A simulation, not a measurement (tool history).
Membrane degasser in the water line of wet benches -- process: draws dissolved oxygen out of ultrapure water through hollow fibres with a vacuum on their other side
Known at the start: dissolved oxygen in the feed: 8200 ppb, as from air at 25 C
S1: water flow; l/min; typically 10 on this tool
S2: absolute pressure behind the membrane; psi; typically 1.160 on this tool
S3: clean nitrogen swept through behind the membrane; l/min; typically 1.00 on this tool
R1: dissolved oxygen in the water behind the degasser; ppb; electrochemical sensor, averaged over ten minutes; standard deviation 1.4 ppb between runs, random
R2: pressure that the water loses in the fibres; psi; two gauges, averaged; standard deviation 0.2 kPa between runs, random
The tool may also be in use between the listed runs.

{"run": 1, "day": 0.0, "S1": 10, "S2": 1.16, "S3": 1.0, "R1": 137.1, "R2": 6.551}
{"run": 2, "day": 2.704, "S1": 10, "S2": 1.16, "S3": 1.0, "R1": 136.7, "R2": 6.621}
{"run": 3, "day": 5.142, "S1": 10, "S2": 1.16, "S3": 1.0, "R1": 140.6, "R2": 6.606}
{"run": 4, "day": 6.412, "S1": 10, "S2": 1.16, "S3": 1.0, "R1": 140.5, "R2": 6.588}
{"run": 5, "day": 8.1, "S1": 10, "S2": 1.16, "S3": 1.0, "R1": 140.0, "R2": 6.508}
{"run": 6, "day": 9.692, "S1": 10, "S2": 1.16, "S3": 1.0, "R1": 140.7, "R2": 6.593}
{"run": 7, "day": 11.583, "S1": 10, "S2": 1.16, "S3": 1.0, "R1": 138.1, "R2": 6.54}
{"run": 8, "day": 14.171, "S1": 10, "S2": 1.16, "S3": 1.0, "R1": 140.4, "R2": 6.606}
{"run": 9, "day": 15.921, "S1": 10, "S2": 1.16, "S3": 1.0, "R1": 138.3, "R2": 6.624}
{"run": 10, "day": 18.85, "S1": 10, "S2": 1.16, "S3": 1.0, "R1": 140.3, "R2": 6.596}
{"run": 11, "day": 21.567, "S1": 10, "S2": 1.16, "S3": 1.0, "R1": 140.3, "R2": 6.583}
{"run": 12, "day": 23.712, "S1": 10, "S2": 1.16, "S3": 1.0, "R1": 143.9, "R2": 6.592}
{"run": 13, "day": 25.104, "S1": 8, "S2": 1.16, "S3": 1.0, "R1": 104.7, "R2": 5.329}
{"run": 14, "day": 26.788, "S1": 8, "S2": 1.16, "S3": 1.0, "R1": 104.3, "R2": 5.281}
{"run": 15, "day": 29.012, "S1": 10, "S2": 1.16, "S3": 1.0, "R1": 141.3, "R2": 6.624}
{"run": 16, "day": 31.479, "S1": 10, "S2": 1.16, "S3": 1.0, "R1": 145.2, "R2": 6.624}
{"day": 31.654, "done": "vacuum gauge calibrated"}
{"run": 17, "day": 34.433, "S1": 16, "S2": 1.16, "S3": 1.0, "R1": 313.2, "R2": 10.641}
{"run": 18, "day": 36.238, "S1": 16, "S2": 1.16, "S3": 1.0, "R1": 308.8, "R2": 10.665}
{"run": 19, "day": 38.133, "S1": 16, "S2": 1.16, "S3": 1.0, "R1": 311.6, "R2": 10.627}
{"run": 20, "day": 40.9, "S1": 10, "S2": 0.759, "S3": 0.83, "R1": 91.1, "R2": 6.627}
{"run": 21, "day": 43.825, "S1": 10, "S2": 0.759, "S3": 0.83, "R1": 91.6, "R2": 6.678}
{"day": 45.304, "done": "vacuum gauge calibrated, once more"}
{"run": 22, "day": 46.033, "S1": 10, "S2": 0.759, "S3": 0.83, "R1": 83.6, "R2": 6.657}
{"run": 23, "day": 48.633, "S1": 16, "S2": 2.648, "S3": 1.0, "R1": 633.0, "R2": 10.631}
{"run": 24, "day": 49.996, "S1": 16, "S2": 2.422, "S3": 1.08, "R1": 562.9, "R2": 10.576}
{"run": 25, "day": 52.633, "S1": 12, "S2": 1.201, "S3": 1.25, "R1": 168.5, "R2": 7.918}
{"run": 26, "day": 55.596, "S1": 15, "S2": 1.16, "S3": 1.0, "R1": 268.8, "R2": 9.942}
{"run": 27, "day": 57.8, "S1": 13, "S2": 1.714, "S3": 1.0, "R1": 322.4, "R2": 8.589}
{"run": 28, "day": 60.679, "S1": 13, "S2": 1.714, "S3": 1.0, "R1": 318.2, "R2": 8.605}
{"run": 29, "day": 62.146, "S1": 13, "S2": 1.714, "S3": 1.0, "R1": 323.5, "R2": 8.64}
{"run": 30, "day": 63.804, "S1": 13, "S2": 1.714, "S3": 1.0, "R1": 321.5, "R2": 8.689}
{"run": 31, "day": 65.842, "S1": 10, "S2": 1.16, "S3": 2.3, "R1": 78.2, "R2": 6.691}
{"run": 32, "day": 68.142, "S1": 11, "S2": 1.504, "S3": 0.4, "R1": 440.5, "R2": 7.365}
{"run": 33, "day": 71.046, "S1": 11, "S2": 2.213, "S3": 0.4, "R1": 706.5, "R2": 7.395}

3 options for the next run, each taken on its own from the tool as it stands now. Forecast them:
{"run": "A", "day": 73.875, "S1": 10, "S2": 0.941, "S3": 0.41, "R1": "?", "R2": "?"}
{"run": "B", "day": 73.875, "S1": 7, "S2": 1.16, "S3": 1.0, "R1": "?", "R2": "?"}
{"run": "C", "day": 73.875, "S1": 11, "S2": 1.526, "S3": 1.0, "R1": "?", "R2": "?"}

run=A R1=204.6 R2=6.676
run=B R1=87.8 R2=4.712
run=C R1=228.8 R2=7.326
With no hidden state in the tool, these same runs would have given:
run=A R1=194.6 R2=6.495
run=B R1=83.5 R2=4.585
run=C R1=219.0 R2=7.127

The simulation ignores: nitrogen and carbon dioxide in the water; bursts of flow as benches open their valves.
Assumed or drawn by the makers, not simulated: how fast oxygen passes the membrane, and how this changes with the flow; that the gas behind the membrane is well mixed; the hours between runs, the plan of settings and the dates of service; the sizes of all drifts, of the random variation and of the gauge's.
